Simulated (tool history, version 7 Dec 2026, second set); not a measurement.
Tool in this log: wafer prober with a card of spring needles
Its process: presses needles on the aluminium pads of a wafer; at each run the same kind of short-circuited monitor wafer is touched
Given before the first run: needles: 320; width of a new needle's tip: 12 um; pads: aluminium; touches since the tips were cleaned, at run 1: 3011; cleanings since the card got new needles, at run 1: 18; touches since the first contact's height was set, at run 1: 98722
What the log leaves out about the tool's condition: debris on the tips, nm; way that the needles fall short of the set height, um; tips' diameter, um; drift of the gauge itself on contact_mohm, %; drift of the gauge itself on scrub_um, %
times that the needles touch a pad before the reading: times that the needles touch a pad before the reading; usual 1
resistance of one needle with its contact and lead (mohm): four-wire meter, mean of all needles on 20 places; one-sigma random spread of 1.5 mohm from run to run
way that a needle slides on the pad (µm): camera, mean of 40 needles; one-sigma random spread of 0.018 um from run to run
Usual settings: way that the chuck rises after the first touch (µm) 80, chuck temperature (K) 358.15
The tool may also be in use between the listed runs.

run	day	way that the chuck rises after the first touch (µm)	chuck temperature (K)	times that the needles touch a pad before the reading	touches since the tips were cleaned	cleanings since the card got new needles	touches since the first contact's height was set	resistance of one needle with its contact and lead (mohm)	way that a needle slides on the pad (µm)
1	0	80	358.15	1	3011	18	98722	140	21.63
# day 0.225: tips cleaned on abrasive film
# day 0.812: tips cleaned on abrasive film
# day 1.325: tips cleaned on abrasive film
2	1.654	80	358.15	1	3276	21	114954	145	21.63
# day 1.75: height of the first contact set anew
# day 1.871: tips cleaned on abrasive film
# day 2.371: tips cleaned on abrasive film
# day 2.925: tips cleaned on abrasive film
3	2.925	80	358.15	1	0	24	11479	139	21.62
# day 3.483: tips cleaned on abrasive film
# day 3.988: tips cleaned on abrasive film
4	4.375	80	358.15	1	3836	26	25746	141	21.65
# day 4.496: tips cleaned on abrasive film
# day 4.983: tips cleaned on abrasive film
# day 5.512: tips cleaned on abrasive film
5	5.962	80	358.15	1	4437	29	41281	142	21.63
# day 6.046: tips cleaned on abrasive film
# day 6.588: tips cleaned on abrasive film
# day 7.142: tips cleaned on abrasive film
6	7.442	80	358.15	1	2956	32	55769	141	21.59
# day 7.654: tips cleaned on abrasive film
# day 8.146: tips cleaned on abrasive film
7	8.146	80	358.15	1	0	34	62668	141	21.63
# day 8.621: tips cleaned on abrasive film
# day 9.146: tips cleaned on abrasive film
8	9.146	80	358.15	1	0	36	72478	140	21.66
# day 9.729: tips cleaned on abrasive film
# day 10.221: tips cleaned on abrasive film
9	10.221	80	358.15	1	0	38	83025	137	21.6
# day 10.8: tips cleaned on abrasive film
10	11.054	80	358.15	1	2524	39	91207	144	21.61
# day 11.346: tips cleaned on abrasive film
# day 11.892: tips cleaned on abrasive film
# day 12.412: tips cleaned on abrasive film
11	12.721	80	358.15	1	3045	42	107548	142	21.62
# day 12.917: tips cleaned on abrasive film
# day 13.438: tips cleaned on abrasive film
# day 13.567: height of the first contact set anew
12	13.867	80	358.15	1	4135	44	2976	139	21.61
# day 13.988: tips cleaned on abrasive film
# day 14.529: tips cleaned on abrasive film
# day 15.104: tips cleaned on abrasive film
13	15.4	80	358.15	1	2917	47	18011	138	21.62
# day 15.621: tips cleaned on abrasive film
# day 16.188: tips cleaned on abrasive film
# day 16.746: tips cleaned on abrasive film
14	16.754	80	358.15	1	80	50	31252	140	21.64
# day 17.292: tips cleaned on abrasive film
# day 17.858: tips cleaned on abrasive film
15	17.858	80	358.15	1	0	52	42071	140	21.62
# day 18.329: tips cleaned on abrasive film
# day 18.879: tips cleaned on abrasive film
16	19.004	70	309.15	2	1212	54	53318	134	18.94
# day 19.354: tips cleaned on abrasive film
# day 19.862: tips cleaned on abrasive film
17	20.304	70	385.15	1	4366	56	66072	146	18.91
# day 20.392: tips cleaned on abrasive film
# day 20.867: tips cleaned on abrasive film
# day 21.346: tips cleaned on abrasive film
# day 21.854: tips cleaned on abrasive film
18	22.025	94	311.15	1	1692	60	82949	134	25.4
# day 22.354: tips cleaned on abrasive film
# day 22.896: tips cleaned on abrasive film
# day 23.421: tips cleaned on abrasive film
19	23.604	90	300.15	3	1810	63	98408	131	24.34
# day 24.004: tips cleaned on abrasive film
# day 24.533: tips cleaned on abrasive film
# day 25.079: tips cleaned on abrasive film
20	25.208	90	300.15	3	1276	66	114147	130	24.32
# day 25.45: height of the first contact set anew
# day 25.575: tips cleaned on abrasive film
# day 26.083: tips cleaned on abrasive film
21	26.171	90	300.15	2	851	68	7022	131	24.34
# day 26.646: tips cleaned on abrasive film
# day 27.175: tips cleaned on abrasive film
22	27.242	67	350.15	3	629	70	17512	139	18.1
# day 27.675: tips cleaned on abrasive film
# day 28.217: tips cleaned on abrasive film
23	28.458	67	350.15	3	2352	72	29444	139	18.1
# day 28.804: tips cleaned on abrasive film
# day 29.3: tips cleaned on abrasive film
24	29.412	66	304.15	1	1136	74	38824	135	17.83
# day 29.792: tips cleaned on abrasive film
# day 30.329: tips cleaned on abrasive film
25	30.679	66	304.15	1	3424	76	51227	136	17.86

Forecast run 26:
# day 30.892: tips cleaned on abrasive film
# day 31.4: tips cleaned on abrasive film
# day 31.921: tips cleaned on abrasive film
26	32.242	92	354.15	2	3172	79	66577	?	?

Run 26 measured resistance of one needle with its contact and lead (mohm) 139, way that a needle slides on the pad (µm) 24.89.
Without the tool's hidden state the same run would have given resistance of one needle with its contact and lead (mohm) 139, way that a needle slides on the pad (µm) 24.89.

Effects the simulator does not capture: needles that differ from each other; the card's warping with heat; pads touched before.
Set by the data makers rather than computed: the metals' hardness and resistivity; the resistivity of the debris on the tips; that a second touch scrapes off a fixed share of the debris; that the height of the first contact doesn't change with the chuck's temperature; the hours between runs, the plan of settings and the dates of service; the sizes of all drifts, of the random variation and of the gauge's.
